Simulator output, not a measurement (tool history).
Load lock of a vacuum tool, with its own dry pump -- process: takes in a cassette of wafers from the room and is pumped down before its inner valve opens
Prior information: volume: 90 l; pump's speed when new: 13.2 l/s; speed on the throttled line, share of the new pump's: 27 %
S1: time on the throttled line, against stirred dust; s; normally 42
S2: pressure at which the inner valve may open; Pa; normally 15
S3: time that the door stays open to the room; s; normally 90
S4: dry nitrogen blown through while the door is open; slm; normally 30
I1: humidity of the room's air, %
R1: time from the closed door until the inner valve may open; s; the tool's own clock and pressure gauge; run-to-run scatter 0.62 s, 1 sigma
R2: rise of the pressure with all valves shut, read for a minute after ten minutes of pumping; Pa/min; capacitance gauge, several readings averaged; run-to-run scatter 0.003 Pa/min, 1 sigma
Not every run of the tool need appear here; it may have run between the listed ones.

run	hour	S1	S2	S3	S4	I1	R1	R2
1	0	42	15	90	30	43.5	93.3	0.02
2	93.7	42	15	90	30	44.6	94.4	0.019
3	184.1	42	15	90	30	47	92.4	0.022
4	308.9	42	15	90	30	44.5	93.2	0.019
5	430.5	42	15	234	30	43.9	94.5	0.022
6	545.8	42	15	234	30	45.6	94.9	0.03
7	667.7	42	15	234	30	43.4	94.2	0.028
8	744.2	42	14	90	30	43.4	94.6	0.022
9	867.6	42	14	90	30	46.4	95.2	0.019
10	1005.6	42	15	90	30	40.1	93.7	0.025
11	1118.9	73	15	90	36	42.3	116.1	0.026
12	1218.6	33	27	90	41	46	82.9	0.028
13	1326.8	49	18	90	30	46.6	98.7	0.032
14	1385.6	36	18	112	13	47	88.7	0.034
15	1449.8	42	21	90	37	46.4	91.9	0.027
16	1558.8	28	15	52	30	44.3	85.5	0.033
17	1633.3	36	24	204	6	47.3	87.5	0.047
18	1700.1	25	14	78	30	47.2	81.9	0.031

Forecast each of these 5 alternatives for the next run:
A	1758.7	22	14	170	30	42.5	?	?
B	1758.7	25	20	78	29	42.3	?	?
C	1758.7	25	14	30	30	42.2	?	?
D	1758.7	42	15	90	7	47.3	?	?
E	1758.7	45	16	78	30	45.3	?	?

run	R1	R2
A	81.3	0.031
B	79.7	0.026
C	83.5	0.029
D	94.5	0.041
E	97.5	0.023
Without the tool's hidden state the same runs would have given:
run	R1	R2
A	76.8	0.01
B	75.6	0.004
C	79.1	0.007
D	90.6	0.019
E	93.6	0.001
